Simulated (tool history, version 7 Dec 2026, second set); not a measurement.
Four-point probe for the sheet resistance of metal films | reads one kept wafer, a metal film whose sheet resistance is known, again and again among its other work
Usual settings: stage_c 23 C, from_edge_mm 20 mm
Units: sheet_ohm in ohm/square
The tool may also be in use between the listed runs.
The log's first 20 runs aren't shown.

| run | hour | stage_c | from_edge_mm | sheet_ohm |
|---|---|---|---|---|
| 21 | 1736.1 | 27 | 20 | 9.680452 |
| 22 | 1823.9 | 23 | 3 | 10.504610 |
| 23 | 1940.1 | 23 | 20 | 9.683473 |
| 24 | 2013.3 | 23 | 20 | 9.681549 |
| 25 | 2110.2 | 23 | 20 | 9.681788 |
| 26 | 2164.1 | 31 | 23 | 9.670597 |
| 27 | 2229.0 | 21 | 10 | 9.744355 |
| 28 | 2314.4 | 26 | 35 | 9.663669 |
| 29 | 2410.6 | 24 | 8 | 9.790149 |
| 30 | 2498.4 | 24 | 8 | 9.787906 |
| 31 | 2625.9 | 24 | 8 | 9.787634 |
| 32 | 2687.1 | 18 | 6 | 9.891790 |
| 33 | 2811.6 | 29 | 20 | 9.678578 |
| 34 | 2928.2 | 28 | 9 | 9.755451 |
| 35 | 3036.4 | 26 | 20 | 9.676035 |
| 36 | 3163.0 | 22 | 23 | 9.670380 |
| 37 | 3223.0 | 25 | 12 | 9.715613 |
| 38 | 3279.9 | 22 | 26 | 9.671373 |
| 39 | 3348.0 | 34 | 11 | 9.713493 |
|  | 3383.2 | stage's thermometer calibrated |
| 40 | 3467.6 | 34 | 11 | 9.714142 |
| 41 | 3544.2 | 34 | 11 | 9.716500 |
| 42 | 3615.2 | 34 | 11 | 9.715074 |
| 43 | 3736.2 | 34 | 11 | 9.716362 |
|  | 3820.2 | new probe head fitted |
| 44 | 3825.6 | 34 | 11 | 9.739104 |
| 45 | 3932.9 | 34 | 11 | 9.735612 |

4 ways to go on from here, each from the tool as it stands after run 45. What would each give?
| A | 4025.2 | 25 | 73 | ? |
| B | 4025.2 | 23 | 6 | ? |
| C | 4025.2 | 31 | 69 | ? |
| D | 4025.2 | 32 | 4 | ? |

| run | sheet_ohm |
|---|---|
| A | 9.673998 |
| B | 9.899004 |
| C | 9.670195 |
| D | 10.162257 |
Without the tool's hidden state the same runs would have given:
| run | sheet_ohm |
|---|---|
| A | 9.707761 |
| B | 9.933446 |
| C | 9.704039 |
| D | 10.197672 |
